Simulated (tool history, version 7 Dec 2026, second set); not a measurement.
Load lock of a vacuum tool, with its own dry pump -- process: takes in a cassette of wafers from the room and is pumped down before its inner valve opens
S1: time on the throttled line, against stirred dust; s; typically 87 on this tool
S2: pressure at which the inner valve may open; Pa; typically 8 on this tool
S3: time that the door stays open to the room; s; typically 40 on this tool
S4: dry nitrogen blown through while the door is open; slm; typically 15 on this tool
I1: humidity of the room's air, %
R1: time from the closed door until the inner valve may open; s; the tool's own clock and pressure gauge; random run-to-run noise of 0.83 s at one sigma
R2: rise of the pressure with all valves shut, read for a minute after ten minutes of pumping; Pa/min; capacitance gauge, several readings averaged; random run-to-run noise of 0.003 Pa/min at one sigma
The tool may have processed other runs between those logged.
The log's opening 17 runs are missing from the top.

run    hour   S1  S2  S3  S4    I1     R1     R2
 18  1864.1   87   8  40   9    46  128.2  0.048
 19  1976.8   87   8  40   9  42.5  127.2   0.05
 20  2120.4   87   8  40   9  43.1  129.8  0.056
 21  2189.7   87   8  40   9  43.8    129  0.053
 22  2320.1   87   9  40  13  44.1  129.1  0.048
 23  2387.2   72   9  98  13  43.3  114.9  0.053
 24  2501.5   87   8  40  10  47.2  130.8  0.057
 25  2592.8   87   8  40  10  47.5  127.1  0.052
 26  2717.1   87  11  40  10  48.9  128.2  0.055
 27    2851   72  13  40  10  46.2  112.9  0.054
 28  2969.5   72  13  40  10  46.9  112.8  0.054
 29  3049.3   77   8  43  15  43.3  118.5  0.041
 30  3127.1   55   8  40   5    45   99.3  0.059
 31  3244.1   55   8  40   5  46.6   99.6  0.059
 32  3308.5   90   8  40  42  44.4    131  0.031
 33  3401.5   47  15  40  15  42.5   88.8  0.049
 34  3506.2   47  15  40  15    46   88.8  0.049
 35  3631.5   47  15  40  15  45.4     89  0.047
 36  3740.6  134  15  40   8  43.1  166.6   0.05

Consider 4 possible next runs. They are alternatives, not a sequence: every one starts from the tool as it was left by run 36. What does each give?
  A  3800.4  120   8   40  20  43.3   ?   ?
  B  3800.4   69  11  170  15  43.6   ?   ?
  C  3800.4   75   7  210  15  41.9   ?   ?
  D  3800.4  140  14   40   5  45.5   ?   ?

run     R1     R2
  A  158.5  0.035
  B  109.8   0.07
  C  118.8  0.067
  D  173.1  0.058
Had the tool no hidden state, the same runs would have come out as:
run     R1     R2
  A  158.5  0.034
  B  109.8  0.069
  C  118.7  0.066
  D  173.1  0.057

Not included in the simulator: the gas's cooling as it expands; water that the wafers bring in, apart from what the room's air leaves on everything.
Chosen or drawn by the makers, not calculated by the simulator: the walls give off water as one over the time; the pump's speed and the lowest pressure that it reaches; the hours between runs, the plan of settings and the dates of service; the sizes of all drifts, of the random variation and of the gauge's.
